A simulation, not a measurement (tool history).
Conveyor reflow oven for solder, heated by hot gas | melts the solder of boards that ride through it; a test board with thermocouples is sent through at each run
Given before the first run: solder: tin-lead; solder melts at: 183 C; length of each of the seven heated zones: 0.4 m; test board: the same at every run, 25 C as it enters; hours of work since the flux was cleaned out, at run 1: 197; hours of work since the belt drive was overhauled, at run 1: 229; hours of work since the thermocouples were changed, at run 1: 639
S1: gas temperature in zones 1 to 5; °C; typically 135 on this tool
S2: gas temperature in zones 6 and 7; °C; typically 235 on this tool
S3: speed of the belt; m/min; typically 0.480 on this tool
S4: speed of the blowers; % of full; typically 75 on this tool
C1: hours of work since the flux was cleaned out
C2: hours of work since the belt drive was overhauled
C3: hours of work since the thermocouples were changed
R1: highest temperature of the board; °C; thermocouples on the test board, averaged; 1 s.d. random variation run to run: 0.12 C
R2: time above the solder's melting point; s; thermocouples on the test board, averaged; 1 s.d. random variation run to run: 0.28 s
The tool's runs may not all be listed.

run   hour   S1   S2     S3  S4   C1   C2   C3     R1     R2
  1    0.0  135  235  0.480  75  197  229  639  225.5   83.4
  2   10.8  135  235  0.480  75  204  236  646  225.3   82.8
  3   20.1  135  235  0.480  59  211  243  652  222.8   80.1
  4   27.3  135  235  0.494  59  216  247  657  222.1   76.8
  5   36.1  140  235  0.480  75  222  253  663  225.9   85.4
  6   46.2  140  235  0.444  75  229  260  670  227.9   94.4
  7   51.7  135  235  0.480  75  232  264  674  225.6   82.6
  8   61.5  135  235  0.480  75  239  271  681  225.4   83.0
  9   71.8  135  235  0.480  75  246  278  688  225.5   83.3
 10   76.6  135  233  0.427  75  250  281  691  226.4   95.4
 11   85.3  144  233  0.427  82  256  287  697  227.9  100.6
 12   92.4  144  233  0.427  82  260  292  702  228.0  100.9
     101.2  -- flux residue cleaned out of gas plates and filters
 13  105.2  145  246  0.450  55    3  297  707  236.1  101.0
 14  111.9  145  246  0.450  55    7  302  712  236.1  101.0
 15  123.1  135  241  0.480  75   15  310  720  232.0   88.0
 16  133.2  121  234  0.402  51   22  317  727  224.1   92.6
 17  138.4  135  236  0.480  75   26  320  730  227.1   84.8
 18  148.5  135  228  0.480  75   32  327  737  219.9   79.2

What if the next run were any one of these 3? Each begins from the tool's condition after run 18:
  A  158.0  122  244  0.480  60  39  334  744   ?   ?
  B  158.0  135  230  0.480  75  39  334  744   ?   ?
  C  158.0  135  234  0.489  88  39  334  744   ?   ?

run     R1    R2
  A  230.2  81.4
  B  221.5  80.7
  C  226.3  82.7
Take away the tool's hidden state, keep each run's random variation, and the runs would have read:
run     R1    R2
  A  228.0  78.9
  B  219.3  78.1
  C  224.1  80.4
